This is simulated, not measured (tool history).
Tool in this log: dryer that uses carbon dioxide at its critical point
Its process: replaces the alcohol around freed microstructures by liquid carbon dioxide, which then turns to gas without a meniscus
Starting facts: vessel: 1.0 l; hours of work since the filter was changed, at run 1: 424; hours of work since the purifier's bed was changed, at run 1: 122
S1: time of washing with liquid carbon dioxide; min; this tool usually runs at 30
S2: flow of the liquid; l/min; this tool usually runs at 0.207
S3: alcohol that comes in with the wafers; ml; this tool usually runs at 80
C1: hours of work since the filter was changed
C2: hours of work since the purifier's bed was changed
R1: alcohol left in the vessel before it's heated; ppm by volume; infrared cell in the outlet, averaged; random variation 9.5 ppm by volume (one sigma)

Run 1, hour 0.0: usual settings; C1 424; C2 122. Result: R1 1054 ppm by volume.
Run 2, hour 11.1: usual settings; C1 429; C2 127. Result: R1 1047 ppm by volume.
Run 3, hour 20.6: usual settings; C1 434; C2 132. Result: R1 1033 ppm by volume.
Run 4, hour 28.5: usual settings; C1 437; C2 135. Result: R1 1074 ppm by volume.
Run 5, hour 37.6: usual settings; C1 441; C2 139. Result: R1 1075 ppm by volume.
Run 6, hour 50.2: usual settings but S3 92 ml; C1 447; C2 145. Result: R1 1260 ppm by volume.
Run 7, hour 61.9: usual settings; C1 453; C2 150. Result: R1 1064 ppm by volume.
At hour 68.2: inlet filter changed.
Run 8, hour 77.2: usual settings; C1 4; C2 157. Result: R1 566 ppm by volume.
Run 9, hour 83.8: usual settings; C1 7; C2 160. Result: R1 572 ppm by volume.
Run 10, hour 94.7: usual settings but S3 29 ml; C1 12; C2 165. Result: R1 227 ppm by volume.
Run 11, hour 108.0: usual settings but S3 57 ml; C1 18; C2 171. Result: R1 424 ppm by volume.
Run 12, hour 114.4: usual settings but S3 90 ml; C1 21; C2 174. Result: R1 648 ppm by volume.
Run 13, hour 129.0: usual settings but S3 90 ml; C1 28; C2 180. Result: R1 637 ppm by volume.
Run 14, hour 140.1: usual settings but S3 42 ml; C1 33; C2 186. Result: R1 318 ppm by volume.
Run 15, hour 152.1: usual settings but S3 27 ml; C1 38; C2 191. Result: R1 207 ppm by volume.
Run 16, hour 162.5: usual settings but S3 27 ml; C1 43; C2 196. Result: R1 215 ppm by volume.
Run 17, hour 173.6: usual settings but S3 27 ml; C1 48; C2 201. Result: R1 206 ppm by volume.
Run 18, hour 179.5: usual settings but S3 27 ml; C1 51; C2 203. Result: R1 220 ppm by volume.
Run 19, hour 187.5: usual settings; C1 54; C2 207. Result: R1 612 ppm by volume.
Run 20, hour 195.4: usual settings; C1 58; C2 211. Result: R1 595 ppm by volume.
Run 21, hour 204.1: usual settings; C1 62; C2 215. Result: R1 641 ppm by volume.
Run 22, hour 217.9: usual settings but S2 0.126 l/min; C1 68; C2 221. Result: R1 4305 ppm by volume.
Run 23, hour 227.6: usual settings but S1 28 min, S2 0.321 l/min, S3 48 ml; C1 72; C2 225. Result: R1 47 ppm by volume.
Run 24, hour 238.7: usual settings but S1 28 min, S2 0.321 l/min, S3 103 ml; C1 77; C2 230. Result: R1 105 ppm by volume.
Run 25, hour 250.5: usual settings but S1 28 min, S2 0.321 l/min, S3 103 ml; C1 83; C2 236. Result: R1 102 ppm by volume.
Run 26, hour 260.5: usual settings but S1 24 min; C1 87; C2 240. Result: R1 1728 ppm by volume.
Run 27, hour 268.8: usual settings but S1 27 min, S2 0.191 l/min, S3 112 ml; C1 91; C2 244. Result: R1 2032 ppm by volume.
Run 28, hour 277.5: usual settings but S1 27 min, S2 0.191 l/min, S3 112 ml; C1 95; C2 248. Result: R1 2054 ppm by volume.
Run 29, hour 286.8: usual settings but S1 46 min, S2 0.243 l/min; C1 99; C2 252. Result: R1 23 ppm by volume.
Run 30, hour 296.0: usual settings but S1 31 min, S3 110 ml; C1 103; C2 256. Result: R1 753 ppm by volume.
Run 31, hour 308.9: usual settings but S1 31 min, S3 110 ml; C1 109; C2 262. Result: R1 754 ppm by volume.
Run 32, hour 320.6: usual settings but S1 31 min, S3 110 ml; C1 115; C2 267. Result: R1 777 ppm by volume.
Run 33, hour 334.5: usual settings but S1 20 min, S2 0.220 l/min, S3 24 ml; C1 121; C2 274. Result: R1 833 ppm by volume.
Run 34, hour 349.1: usual settings but S1 25 min, S2 0.231 l/min, S3 111 ml; C1 128; C2 280. Result: R1 1270 ppm by volume.
Run 35, hour 361.3: usual settings but S2 0.309 l/min, S3 88 ml; C1 133; C2 286. Result: R1 86 ppm by volume.
Run 36, hour 371.9: usual settings but S2 0.309 l/min, S3 88 ml; C1 138; C2 291. Result: R1 73 ppm by volume.
Run 37, hour 379.5: usual settings but S1 31 min, S2 0.197 l/min, S3 47 ml; C1 141; C2 294. Result: R1 444 ppm by volume.
Run 38, hour 388.4: usual settings but S1 31 min, S2 0.197 l/min, S3 47 ml; C1 145; C2 298. Result: R1 456 ppm by volume.
Run 39, hour 394.6: usual settings but S1 40 min, S2 0.127 l/min, S3 58 ml; C1 148; C2 301. Result: R1 1296 ppm by volume.
Run 40, hour 401.3: usual settings but S1 36 min, S2 0.152 l/min, S3 25 ml; C1 151; C2 304. Result: R1 431 ppm by volume.
Run 41, hour 408.1: usual settings but S1 36 min, S2 0.152 l/min, S3 25 ml; C1 154; C2 307. Result: R1 422 ppm by volume.
Run 42, hour 415.0: usual settings but S1 36 min, S2 0.152 l/min, S3 25 ml; C1 157; C2 310. Result: R1 414 ppm by volume.
Run 43, hour 426.1: usual settings but S1 36 min, S2 0.152 l/min, S3 25 ml; C1 162; C2 315. Result: R1 424 ppm by volume.

Take each entry between the runs: how does the hidden state at the last listed run before it differ from the hidden state at the first listed run after it?
From run 7 to run 8: inlet filter changed (hour 68.2)
  flow that reaches the vessel past the clogged filter, %: 85.9 -> 99.3; alcohol in the recycled carbon dioxide, ppm: 12.2 -> 12.4
  difference, measured minus the result without the unlogged condition, R1: +543 -> +25 ppm by volume

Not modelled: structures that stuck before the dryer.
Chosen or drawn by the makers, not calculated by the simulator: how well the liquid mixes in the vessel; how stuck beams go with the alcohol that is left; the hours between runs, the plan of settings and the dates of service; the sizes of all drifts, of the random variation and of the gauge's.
